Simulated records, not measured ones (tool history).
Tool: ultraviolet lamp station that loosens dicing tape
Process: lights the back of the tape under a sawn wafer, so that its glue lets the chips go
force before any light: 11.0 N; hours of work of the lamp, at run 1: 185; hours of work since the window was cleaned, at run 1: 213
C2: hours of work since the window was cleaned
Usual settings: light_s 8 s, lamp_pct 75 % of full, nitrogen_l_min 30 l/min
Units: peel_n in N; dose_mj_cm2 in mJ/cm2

{"run": 1, "hour": 0.0, "light_s": 8, "lamp_pct": 75, "nitrogen_l_min": 30, "hours of work of the lamp": 185, "C2": 213, "peel_n": 1.011, "dose_mj_cm2": 207}
{"run": 2, "hour": 6.2, "light_s": 8, "lamp_pct": 75, "nitrogen_l_min": 55, "hours of work of the lamp": 189, "C2": 217, "peel_n": 0.638, "dose_mj_cm2": 203}
{"hour": 10.9, "done": "window cleaned of glue's vapour"}
{"run": 3, "hour": 13.9, "light_s": 8, "lamp_pct": 66, "nitrogen_l_min": 30, "hours of work of the lamp": 193, "C2": 2, "peel_n": 1.335, "dose_mj_cm2": 178}
{"run": 4, "hour": 21.4, "light_s": 8, "lamp_pct": 66, "nitrogen_l_min": 30, "hours of work of the lamp": 197, "C2": 6, "peel_n": 1.285, "dose_mj_cm2": 180}
{"run": 5, "hour": 28.2, "light_s": 8, "lamp_pct": 66, "nitrogen_l_min": 30, "hours of work of the lamp": 201, "C2": 10, "peel_n": 1.358, "dose_mj_cm2": 184}
{"run": 6, "hour": 39.1, "light_s": 8, "lamp_pct": 75, "nitrogen_l_min": 30, "hours of work of the lamp": 207, "C2": 16, "peel_n": 1.053, "dose_mj_cm2": 204}
{"run": 7, "hour": 50.8, "light_s": 8, "lamp_pct": 75, "nitrogen_l_min": 30, "hours of work of the lamp": 214, "C2": 23, "peel_n": 1.037, "dose_mj_cm2": 203}
{"run": 8, "hour": 62.4, "light_s": 8, "lamp_pct": 75, "nitrogen_l_min": 30, "hours of work of the lamp": 220, "C2": 29, "peel_n": 1.041, "dose_mj_cm2": 202}
{"run": 9, "hour": 71.5, "light_s": 8, "lamp_pct": 75, "nitrogen_l_min": 30, "hours of work of the lamp": 226, "C2": 34, "peel_n": 1.03, "dose_mj_cm2": 203}
{"run": 10, "hour": 82.3, "light_s": 8, "lamp_pct": 75, "nitrogen_l_min": 30, "hours of work of the lamp": 232, "C2": 40, "peel_n": 1.045, "dose_mj_cm2": 204}
{"run": 11, "hour": 94.3, "light_s": 8, "lamp_pct": 75, "nitrogen_l_min": 30, "hours of work of the lamp": 238, "C2": 47, "peel_n": 1.034, "dose_mj_cm2": 204}
{"run": 12, "hour": 99.8, "light_s": 6, "lamp_pct": 98, "nitrogen_l_min": 40, "hours of work of the lamp": 241, "C2": 50, "peel_n": 0.845, "dose_mj_cm2": 199}

The next listed run, before its measurement:
{"run": 13, "hour": 111.2, "light_s": 6, "lamp_pct": 98, "nitrogen_l_min": 40, "hours of work of the lamp": 248, "C2": 57, "peel_n": "?", "dose_mj_cm2": "?"}

peel_n: 0.867 N
dose_mj_cm2: 200 mJ/cm2
Without the tool's hidden state the same run would have given peel_n 0.866 N, dose_mj_cm2 200 mJ/cm2.
